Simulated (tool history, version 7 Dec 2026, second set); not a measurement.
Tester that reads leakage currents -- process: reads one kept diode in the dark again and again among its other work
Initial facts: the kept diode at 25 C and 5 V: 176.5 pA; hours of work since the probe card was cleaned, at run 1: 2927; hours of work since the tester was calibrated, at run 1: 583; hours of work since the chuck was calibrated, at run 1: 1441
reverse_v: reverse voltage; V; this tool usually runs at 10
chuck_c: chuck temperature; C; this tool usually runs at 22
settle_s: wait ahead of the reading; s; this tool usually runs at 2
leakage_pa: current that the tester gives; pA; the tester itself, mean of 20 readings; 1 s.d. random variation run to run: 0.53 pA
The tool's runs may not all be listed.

run	hour	reverse_v	chuck_c	settle_s	hours of work since the probe card was cleaned	hours of work since the tester was calibrated	hours of work since the chuck was calibrated	leakage_pa
1	0	10	22	2	2927	583	1441	177.79
2	26.5	10	22	5.43	2938	594	1452	176.75
3	43.7	10	22	5.43	2945	601	1459	176.72
4	75.2	11.9	22	2	2957	613	1472	190.4
5	95.6	10	32	2	2966	622	1481	397.95
6	113.9	10	22	2	2973	629	1488	176.32
7	142.8	10	28	2	2985	641	1500	286.78
8	172.4	10	22	2.76	2997	653	1512	176.78
9	204.3	10	22	6.05	3010	666	1525	175.83
10	237.4	10	22	6.05	3024	680	1539	175.03
11	266.2	12.7	22	6.05	3036	692	1550	193.87
12	288.9	5.8	22	2	3045	701	1560	142.02
13	321.9	10	22	2	3059	715	1573	177.03
14	356	10	22	2	3073	729	1587	176.96
15	385	10	22	2.7	3085	741	1599	176.89
16	412.3	10	22	2.7	3096	752	1610	176.36
17	437.9	10	22	2.7	3106	762	1621	175.12
18	453.3	10	22	2.7	3113	769	1627	177.12
19	478	10	22	2.7	3123	779	1637	176.52
20	501.4	10	22	2.7	3132	788	1647	176.62
21	516.3	10	22	2.7	3138	794	1653	176
22	541.3	15.3	42	0.42	3149	805	1663	1020.3
23	561.5	10	22	2.54	3157	813	1672	176.79
24	590.8	6.7	31	2.54	3169	825	1684	315.43
25	621.1	1.5	22	2	3181	837	1696	84.95
26	654.7	11.6	29	0.72	3195	851	1710	331.41
27	672.4	3	29	0.37	3202	858	1717	199.62
28	706.4	11.9	22	2	3216	872	1731	189.3
29	722.7	7.9	22	2	3223	879	1738	159.49
30	748.5	10	36	2	3234	890	1748	543.28

The next listed run, before its measurement:
31	779.4	10	36	2	3246	902	1761	?

Run 31 measured leakage_pa 544.4 pA.
Had the tool carried no hidden state, the very same run would have given leakage_pa 567.45 pA.
